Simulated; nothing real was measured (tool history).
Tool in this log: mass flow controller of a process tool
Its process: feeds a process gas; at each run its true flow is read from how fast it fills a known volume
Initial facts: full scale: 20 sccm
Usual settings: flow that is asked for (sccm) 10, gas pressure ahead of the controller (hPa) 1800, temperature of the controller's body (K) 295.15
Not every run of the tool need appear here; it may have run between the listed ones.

run      day  flow that is asked for (sccm)  gas pressure ahead of the controller (hPa)  temperature of the controller's body (K)  true flow (%)
  1    0.000                             10                                        1800                                    295.15         100.93
  2    9.704                             10                                        1800                                    297.15         100.71
      18.146  -- controller's zero set anew
  3   27.575                             10                                        1800                                    295.15         103.18
  4   35.571                             10                                        2570                                    295.15         102.93
  5   47.492                             10                                        1800                                    295.15         103.25
  6   58.121                             10                                        1800                                    295.15         103.15
  7   69.533                             10                                        1800                                    295.15         103.26
  8   77.929                              2                                        1800                                    295.15         101.05
  9   90.704                             10                                        1630                                    307.15         102.08
 10  107.642                              5                                        2610                                    310.15         100.41
 11  115.529                              8                                        1910                                    308.15         101.69
 12  134.238                              8                                        1910                                    308.15         101.59
 13  151.712                              8                                        1910                                    312.15         101.18

Below are 5 alternative next runs, each starting from the tool's condition after run 13. Predict each:
  A  163.204                              8                                        1850                                    312.15              ?
  B  163.204                              7                                        1910                                    302.15              ?
  C  163.204                             10                                        1900                                    302.15              ?
  D  163.204                              7                                        2430                                    306.15              ?
  E  163.204                              9                                        2750                                    294.15              ?

run  true flow (%)
  A         101.14
  B         102.13
  C         102.74
  D         101.50
  E         103.12
Without the tool's hidden state the same runs would have given:
run  true flow (%)
  A          97.95
  B          99.13
  C          99.28
  D          98.50
  E          99.79
